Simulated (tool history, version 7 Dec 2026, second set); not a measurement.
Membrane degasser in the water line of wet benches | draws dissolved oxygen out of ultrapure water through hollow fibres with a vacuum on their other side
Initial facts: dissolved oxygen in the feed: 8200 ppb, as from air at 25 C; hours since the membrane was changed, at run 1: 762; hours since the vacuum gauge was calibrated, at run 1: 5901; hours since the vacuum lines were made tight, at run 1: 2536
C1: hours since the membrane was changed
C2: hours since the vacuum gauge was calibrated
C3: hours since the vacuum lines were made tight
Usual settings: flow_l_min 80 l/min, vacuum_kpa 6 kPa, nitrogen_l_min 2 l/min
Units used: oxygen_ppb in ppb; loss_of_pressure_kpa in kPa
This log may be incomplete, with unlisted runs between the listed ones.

Run 1, hour 0: usual settings; C1 762; C2 5901; C3 2536. Result: oxygen_ppb 313 ppb, loss_of_pressure_kpa 48.99 kPa.
Run 2, hour 38: usual settings; C1 800; C2 5939; C3 2574. Result: oxygen_ppb 312.3 ppb, loss_of_pressure_kpa 49.27 kPa.
Run 3, hour 76.1: usual settings; C1 838; C2 5977; C3 2612. Result: oxygen_ppb 310.9 ppb, loss_of_pressure_kpa 49.16 kPa.
Run 4, hour 119.8: usual settings; C1 882; C2 6020; C3 2655. Result: oxygen_ppb 314.9 ppb, loss_of_pressure_kpa 49.27 kPa.
Run 5, hour 164.1: usual settings; C1 926; C2 6065; C3 2700. Result: oxygen_ppb 318.7 ppb, loss_of_pressure_kpa 49.15 kPa.
Run 6, hour 189: usual settings; C1 951; C2 6090; C3 2725. Result: oxygen_ppb 315.2 ppb, loss_of_pressure_kpa 49.23 kPa.
Run 7, hour 229.6: usual settings but vacuum_kpa 12.73 kPa; C1 992; C2 6130; C3 2765. Result: oxygen_ppb 809.9 ppb, loss_of_pressure_kpa 49.52 kPa.
Run 8, hour 271.2: usual settings but nitrogen_l_min 1.3 l/min; C1 1033; C2 6172; C3 2807. Result: oxygen_ppb 406.4 ppb, loss_of_pressure_kpa 49.33 kPa.
Run 9, hour 293.5: usual settings but flow_l_min 48 l/min, vacuum_kpa 5.99 kPa, nitrogen_l_min 1.52 l/min; C1 1056; C2 6194; C3 2829. Result: oxygen_ppb 220.3 ppb, loss_of_pressure_kpa 29.63 kPa.
Run 10, hour 323.5: usual settings but flow_l_min 110 l/min, vacuum_kpa 6.55 kPa, nitrogen_l_min 1.46 l/min; C1 1086; C2 6224; C3 2859. Result: oxygen_ppb 642 ppb, loss_of_pressure_kpa 67.17 kPa.
Run 11, hour 357.1: usual settings but flow_l_min 110 l/min, vacuum_kpa 6.55 kPa, nitrogen_l_min 1.46 l/min; C1 1119; C2 6258; C3 2893. Result: oxygen_ppb 650 ppb, loss_of_pressure_kpa 67.66 kPa.
Run 12, hour 391.8: usual settings but flow_l_min 110 l/min, vacuum_kpa 6.55 kPa, nitrogen_l_min 1.46 l/min; C1 1154; C2 6292; C3 2927. Result: oxygen_ppb 634 ppb, loss_of_pressure_kpa 67.45 kPa.
Run 13, hour 432.5: usual settings but flow_l_min 78 l/min, vacuum_kpa 14.27 kPa, nitrogen_l_min 3.75 l/min; C1 1194; C2 6333; C3 2968. Result: oxygen_ppb 553.5 ppb, loss_of_pressure_kpa 47.43 kPa.
Run 14, hour 470.7: usual settings but flow_l_min 78 l/min, vacuum_kpa 14.27 kPa, nitrogen_l_min 3.75 l/min; C1 1233; C2 6371; C3 3006. Result: oxygen_ppb 560.9 ppb, loss_of_pressure_kpa 48.11 kPa.
Run 15, hour 518.3: usual settings but nitrogen_l_min 1.67 l/min; C1 1280; C2 6419; C3 3054. Result: oxygen_ppb 360.2 ppb, loss_of_pressure_kpa 49.54 kPa.

Run 16 has not been measured yet. What should we expect?
Run 16, hour 545.2: usual settings but vacuum_kpa 13.18 kPa, nitrogen_l_min 1.73 l/min; C1 1307; C2 6446; C3 3081. Result: oxygen_ppb ?, loss_of_pressure_kpa ?.

{"run 16": {"oxygen_ppb": 926.5, "loss_of_pressure_kpa": 49.53}}
With the hidden condition absent and the run-to-run variation left alone, this run would have shown oxygen_ppb 885.2 ppb, loss_of_pressure_kpa 49.16 kPa.

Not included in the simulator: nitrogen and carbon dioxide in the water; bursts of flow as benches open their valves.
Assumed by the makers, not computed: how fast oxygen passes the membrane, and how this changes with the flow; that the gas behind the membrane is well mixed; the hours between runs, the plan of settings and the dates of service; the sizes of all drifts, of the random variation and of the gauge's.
